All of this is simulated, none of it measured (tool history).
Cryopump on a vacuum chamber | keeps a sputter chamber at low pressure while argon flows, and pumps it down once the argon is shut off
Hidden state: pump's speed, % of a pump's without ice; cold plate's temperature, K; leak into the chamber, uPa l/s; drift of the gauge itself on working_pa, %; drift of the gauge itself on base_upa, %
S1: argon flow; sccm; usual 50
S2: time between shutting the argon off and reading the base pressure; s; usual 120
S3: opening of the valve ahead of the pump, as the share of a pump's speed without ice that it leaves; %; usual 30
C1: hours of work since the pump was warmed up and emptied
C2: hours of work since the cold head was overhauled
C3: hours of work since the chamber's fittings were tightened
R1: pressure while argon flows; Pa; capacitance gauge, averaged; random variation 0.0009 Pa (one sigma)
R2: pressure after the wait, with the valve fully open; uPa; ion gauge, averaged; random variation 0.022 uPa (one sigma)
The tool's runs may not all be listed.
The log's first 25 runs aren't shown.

{"run": 26, "hour": 875.8, "S1": 50, "S2": 39, "S3": 30, "C1": 598, "C2": 1238, "C3": 674, "R1": 0.1983, "R2": 2.68}
{"run": 27, "hour": 916.7, "S1": 40, "S2": 21, "S3": 16, "C1": 626, "C2": 1267, "C3": 703, "R1": 0.2911, "R2": 4.04}
{"hour": 941.0, "done": "pump warmed up, emptied and cooled again"}
{"run": 28, "hour": 955.0, "S1": 98, "S2": 63, "S3": 22, "C1": 10, "C2": 1290, "C3": 726, "R1": 0.5044, "R2": 2.02}
{"run": 29, "hour": 980.7, "S1": 98, "S2": 63, "S3": 22, "C1": 28, "C2": 1308, "C3": 744, "R1": 0.5043, "R2": 2.05}
{"run": 30, "hour": 1029.4, "S1": 98, "S2": 63, "S3": 22, "C1": 61, "C2": 1342, "C3": 777, "R1": 0.5031, "R2": 2.15}
{"run": 31, "hour": 1080.6, "S1": 24, "S2": 176, "S3": 20, "C1": 97, "C2": 1377, "C3": 813, "R1": 0.1366, "R2": 1.59}
{"run": 32, "hour": 1116.0, "S1": 33, "S2": 76, "S3": 30, "C1": 122, "C2": 1402, "C3": 838, "R1": 0.1246, "R2": 2.05}
{"run": 33, "hour": 1139.7, "S1": 39, "S2": 99, "S3": 23, "C1": 138, "C2": 1418, "C3": 854, "R1": 0.1949, "R2": 1.87}

3 ways to go on from here, each from the tool as it stands after run 33. What would each give?
{"run": "A", "hour": 1170.5, "S1": 60, "S2": 27, "S3": 53, "C1": 159, "C2": 1440, "C3": 875, "R1": "?", "R2": "?"}
{"run": "B", "hour": 1170.5, "S1": 44, "S2": 63, "S3": 32, "C1": 159, "C2": 1440, "C3": 875, "R1": "?", "R2": "?"}
{"run": "C", "hour": 1170.5, "S1": 39, "S2": 99, "S3": 34, "C1": 159, "C2": 1440, "C3": 875, "R1": "?", "R2": "?"}

run=A R1=0.1307 R2=3.53
run=B R1=0.158 R2=2.27
run=C R1=0.1319 R2=2.01
Without the tool's hidden state the same runs would have given:
run=A R1=0.1271 R2=2.32
run=B R1=0.1554 R2=1.08
run=C R1=0.1295 R2=0.8

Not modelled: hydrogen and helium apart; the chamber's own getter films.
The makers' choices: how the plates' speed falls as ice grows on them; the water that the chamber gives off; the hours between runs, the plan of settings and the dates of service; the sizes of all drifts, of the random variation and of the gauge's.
